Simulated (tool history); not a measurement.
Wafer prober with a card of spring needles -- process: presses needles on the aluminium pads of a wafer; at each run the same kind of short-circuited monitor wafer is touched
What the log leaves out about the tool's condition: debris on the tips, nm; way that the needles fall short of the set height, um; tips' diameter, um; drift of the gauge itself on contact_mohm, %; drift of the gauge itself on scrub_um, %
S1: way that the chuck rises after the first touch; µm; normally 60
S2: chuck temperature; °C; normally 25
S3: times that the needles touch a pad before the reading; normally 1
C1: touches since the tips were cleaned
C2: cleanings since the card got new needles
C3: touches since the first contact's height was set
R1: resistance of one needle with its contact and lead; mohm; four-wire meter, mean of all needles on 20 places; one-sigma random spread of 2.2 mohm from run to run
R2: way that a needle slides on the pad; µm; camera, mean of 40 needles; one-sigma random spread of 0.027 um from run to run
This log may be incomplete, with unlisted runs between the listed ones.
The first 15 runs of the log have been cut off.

| run | hour | S1 | S2 | S3 | C1 | C2 | C3 | R1 | R2 |
|---|---|---|---|---|---|---|---|---|---|
|  | 295.4 | tips cleaned on abrasive film |
| 16 | 298.9 | 60 | 25 | 1 | 1541 | 68 | 183254 | 315 | 8.77 |
|  | 317 | tips cleaned on abrasive film |
| 17 | 326.6 | 60 | 38 | 1 | 4214 | 69 | 195367 | 340 | 8.75 |
|  | 338.1 | tips cleaned on abrasive film |
| 18 | 346.6 | 60 | 38 | 1 | 3732 | 70 | 204079 | 337 | 8.78 |
|  | 358.1 | tips cleaned on abrasive film |
| 19 | 364.3 | 50 | 36 | 1 | 2755 | 71 | 211819 | 357 | 7.24 |
|  | 378 | tips cleaned on abrasive film |
| 20 | 389.6 | 50 | 36 | 1 | 5100 | 72 | 222875 | 394 | 7.27 |
|  | 398 | tips cleaned on abrasive film |
|  | 417.9 | tips cleaned on abrasive film |
| 21 | 420 | 47 | 26 | 2 | 901 | 74 | 236106 | 294 | 6.8 |
|  | 434 | height of the first contact set anew |
|  | 438.8 | tips cleaned on abrasive film |
| 22 | 438.8 | 47 | 26 | 2 | 0 | 75 | 2058 | 265 | 7.08 |
| 23 | 452.6 | 47 | 26 | 2 | 6056 | 75 | 8114 | 348 | 7.05 |
|  | 460.1 | tips cleaned on abrasive film |
| 24 | 466.3 | 63 | 61 | 2 | 2687 | 76 | 14077 | 305 | 9.42 |
|  | 480.4 | tips cleaned on abrasive film |
| 25 | 487.9 | 40 | 74 | 2 | 3296 | 77 | 23520 | 364 | 5.96 |
|  | 501.8 | tips cleaned on abrasive film |
| 26 | 504.1 | 41 | 47 | 1 | 974 | 78 | 30571 | 341 | 6.09 |
|  | 523.5 | tips cleaned on abrasive film |
| 27 | 534.1 | 52 | 32 | 1 | 4666 | 79 | 43709 | 370 | 7.7 |
|  | 544.7 | tips cleaned on abrasive film |
| 28 | 557.2 | 79 | 39 | 2 | 5471 | 80 | 53791 | 294 | 11.8 |
|  | 565.4 | tips cleaned on abrasive film |
| 29 | 580.8 | 79 | 39 | 2 | 6752 | 81 | 64108 | 295 | 11.8 |
|  | 585.3 | tips cleaned on abrasive film |
|  | 605.3 | tips cleaned on abrasive film |
| 30 | 610.7 | 50 | 52 | 1 | 2332 | 83 | 77124 | 358 | 7.38 |
|  | 626.6 | tips cleaned on abrasive film |
| 31 | 634.7 | 43 | 32 | 1 | 3568 | 84 | 87645 | 405 | 6.4 |
|  | 647.9 | tips cleaned on abrasive film |
| 32 | 652.4 | 43 | 32 | 1 | 1968 | 85 | 95363 | 372 | 6.32 |
|  | 669.2 | tips cleaned on abrasive film |
| 33 | 673.9 | 60 | 25 | 2 | 2052 | 86 | 104749 | 297 | 8.87 |

Here are 3 independent what-if runs from the current tool condition. What would each one return?
|  | 691.4 | tips cleaned on abrasive film |
| A | 696.2 | 41 | 101 | 2 | 2121 | 87 | 114480 | ? | ? |
|  | 691.4 | tips cleaned on abrasive film |
| B | 696.2 | 60 | 87 | 1 | 2121 | 87 | 114480 | ? | ? |
|  | 691.4 | tips cleaned on abrasive film |
| C | 696.2 | 58 | 47 | 1 | 2121 | 87 | 114480 | ? | ? |

| run | R1 | R2 |
|---|---|---|
| A | 350 | 5.99 |
| B | 323 | 8.86 |
| C | 328 | 8.6 |
With no hidden state in the tool, these same runs would have given:
| run | R1 | R2 |
|---|---|---|
| A | 281 | 6.13 |
| B | 265 | 8.99 |
| C | 261 | 8.74 |

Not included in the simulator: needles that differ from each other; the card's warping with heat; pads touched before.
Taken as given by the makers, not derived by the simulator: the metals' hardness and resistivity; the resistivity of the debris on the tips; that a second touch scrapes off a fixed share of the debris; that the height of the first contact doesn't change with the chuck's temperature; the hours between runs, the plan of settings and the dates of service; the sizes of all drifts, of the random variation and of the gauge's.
